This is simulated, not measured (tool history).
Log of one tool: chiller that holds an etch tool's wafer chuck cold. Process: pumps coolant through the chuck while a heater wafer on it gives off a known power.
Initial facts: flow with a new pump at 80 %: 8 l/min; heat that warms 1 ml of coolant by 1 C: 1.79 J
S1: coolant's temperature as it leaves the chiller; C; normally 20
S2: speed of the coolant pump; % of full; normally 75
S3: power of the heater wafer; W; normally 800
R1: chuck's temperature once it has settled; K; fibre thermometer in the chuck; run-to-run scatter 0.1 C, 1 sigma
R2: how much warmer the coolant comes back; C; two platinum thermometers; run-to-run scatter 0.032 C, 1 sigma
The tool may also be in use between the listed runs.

Run 1, hour 0: usual settings. Result: R1 304.45 K, R2 3.65 C.
Run 2, hour 17.8: usual settings. Result: R1 304.55 K, R2 3.61 C.
Run 3, hour 51: usual settings. Result: R1 304.55 K, R2 3.69 C.
Run 4, hour 77.7: usual settings but S3 684 W. Result: R1 302.65 K, R2 3.12 C.
Run 5, hour 96.5: usual settings. Result: R1 304.55 K, R2 3.66 C.
Run 6, hour 117: usual settings but S1 14 C. Result: R1 298.45 K, R2 3.62 C.
Run 7, hour 151.9: usual settings but S1 13 C. Result: R1 297.45 K, R2 3.65 C.
Run 8, hour 181.3: usual settings but S2 97 % of full. Result: R1 302.55 K, R2 2.78 C.
Run 9, hour 204.2: usual settings but S2 97 % of full. Result: R1 302.55 K, R2 2.8 C.

Run 10, settings as shown, results not yet in. Your forecast:
Run 10, hour 228.1: usual settings but S1 17 C, S2 97 % of full. Result: R1 ?, R2 ?.

{"run 10": {"R1": 299.55, "R2": 2.79}}
Had the tool carried no hidden state, the very same run would have given R1 299.15 K, R2 2.74 C.
